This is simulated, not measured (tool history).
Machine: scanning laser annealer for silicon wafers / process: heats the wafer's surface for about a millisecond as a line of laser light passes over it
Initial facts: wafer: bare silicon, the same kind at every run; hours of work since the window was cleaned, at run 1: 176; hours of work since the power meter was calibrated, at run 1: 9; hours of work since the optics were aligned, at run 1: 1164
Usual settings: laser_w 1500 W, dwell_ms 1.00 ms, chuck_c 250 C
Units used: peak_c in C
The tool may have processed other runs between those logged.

| run | hour | laser_w | dwell_ms | chuck_c | hours of work since the window was cleaned | hours of work since the power meter was calibrated | hours of work since the optics were aligned | peak_c |
|---|---|---|---|---|---|---|---|---|
| 1 | 0.0 | 1500 | 1.00 | 250 | 176 | 9 | 1164 | 983 |
| 2 | 12.0 | 1500 | 1.00 | 250 | 182 | 16 | 1170 | 984 |
| 3 | 22.9 | 1500 | 1.00 | 250 | 188 | 22 | 1176 | 978 |
| 4 | 40.3 | 1500 | 1.00 | 282 | 197 | 31 | 1186 | 1011 |
| 5 | 63.4 | 1500 | 1.00 | 282 | 210 | 44 | 1198 | 1011 |
| 6 | 83.8 | 1500 | 1.00 | 250 | 221 | 55 | 1209 | 979 |
| 7 | 104.8 | 1500 | 1.00 | 250 | 232 | 66 | 1221 | 979 |
| 8 | 126.1 | 1500 | 1.00 | 250 | 244 | 78 | 1232 | 973 |
| 9 | 147.1 | 1500 | 1.00 | 250 | 255 | 89 | 1243 | 975 |
| 10 | 163.0 | 1500 | 1.00 | 250 | 264 | 97 | 1252 | 974 |
| 11 | 184.4 | 1500 | 1.00 | 250 | 275 | 109 | 1264 | 972 |
| 12 | 204.1 | 1500 | 1.00 | 250 | 286 | 120 | 1274 | 974 |
| 13 | 218.8 | 1304 | 1.00 | 250 | 294 | 128 | 1282 | 864 |
| 14 | 232.1 | 1304 | 1.00 | 250 | 301 | 135 | 1290 | 864 |
| 15 | 252.3 | 1304 | 1.00 | 250 | 312 | 146 | 1300 | 860 |
| 16 | 264.0 | 1304 | 1.00 | 272 | 318 | 152 | 1307 | 883 |
| 17 | 281.3 | 1523 | 0.74 | 286 | 328 | 161 | 1316 | 905 |
| 18 | 292.3 | 1523 | 0.74 | 286 | 334 | 167 | 1322 | 905 |
| 19 | 311.3 | 1646 | 1.03 | 286 | 344 | 178 | 1332 | 1099 |
| 20 | 334.1 | 1646 | 1.03 | 286 | 356 | 190 | 1345 | 1097 |
| 21 | 347.0 | 1616 | 0.95 | 275 | 363 | 197 | 1352 | 1035 |
| 22 | 370.3 | 1616 | 0.95 | 275 | 376 | 210 | 1364 | 1032 |
| 23 | 387.6 | 1324 | 1.00 | 268 | 385 | 219 | 1374 | 885 |
| 24 | 406.6 | 1509 | 1.00 | 288 | 395 | 229 | 1384 | 1006 |
| 25 | 428.9 | 1500 | 1.00 | 282 | 408 | 241 | 1396 | 993 |
| 26 | 442.0 | 1500 | 0.77 | 264 | 415 | 248 | 1403 | 880 |
| 27 | 463.6 | 1500 | 0.77 | 264 | 426 | 260 | 1415 | 880 |
| 28 | 483.1 | 1500 | 0.77 | 264 | 437 | 271 | 1425 | 880 |
| 29 | 502.2 | 1500 | 1.04 | 264 | 447 | 281 | 1436 | 983 |
| 30 | 524.3 | 1490 | 1.00 | 231 | 459 | 293 | 1448 | 931 |

Alternative continuations, all from the tool just after run 30; predict every row:
| A | 541.1 | 1284 | 1.10 | 259 | 468 | 302 | 1457 | ? |
| B | 541.1 | 1329 | 1.00 | 231 | 468 | 302 | 1457 | ? |
| C | 541.1 | 1500 | 1.00 | 247 | 468 | 302 | 1457 | ? |

| run | peak_c |
|---|---|
| A | 879 |
| B | 848 |
| C | 954 |
With the hidden condition removed and each run's random variation left untouched, the same runs would have given:
| run | peak_c |
|---|---|
| A | 918 |
| B | 887 |
| C | 999 |

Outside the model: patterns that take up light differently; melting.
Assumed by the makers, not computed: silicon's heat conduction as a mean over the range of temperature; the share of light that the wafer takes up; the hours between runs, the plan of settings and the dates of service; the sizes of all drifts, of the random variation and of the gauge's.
